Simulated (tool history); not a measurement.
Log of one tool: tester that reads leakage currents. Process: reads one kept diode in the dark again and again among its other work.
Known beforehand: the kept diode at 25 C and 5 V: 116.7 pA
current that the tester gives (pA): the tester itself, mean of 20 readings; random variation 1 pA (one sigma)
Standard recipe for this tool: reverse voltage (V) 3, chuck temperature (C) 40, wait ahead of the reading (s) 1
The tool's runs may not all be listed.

run	hour	reverse voltage (V)	chuck temperature (C)	wait ahead of the reading (s)	current that the tester gives (pA)
1	0	3	40	1	312.62
2	81.7	3	40	1	312.35
3	153.6	1.09	40	1	184.72
# hour 185.7: chuck's temperature calibrated
4	196.1	3	40	0.33	337.63
5	274	3	42	1	392.92
6	361	3	42	1	392.28
7	437	1.25	44	1	293.3
8	508.2	2.2	44	1.4	390.84
9	570.6	3	23	5.97	71.26
10	612.8	7.17	40	1.38	513.41
11	670.5	3.72	54	1.07	1142.59
12	766.2	4.97	55	0.89	1421.06

Predict each of these 3 candidate next runs independently; none follows another, all start after run 12:
A	824.7	4.97	55	3.2	?
B	824.7	1.63	40	8.83	?
C	824.7	1.82	30	9.64	?

run	current that the tester gives (pA)
A	1414.63
B	234.69
C	103.34
Take away the tool's hidden state, keep each run's random variation, and the runs would have read:
run	current that the tester gives (pA)
A	1504.8
B	250.88
C	110.65
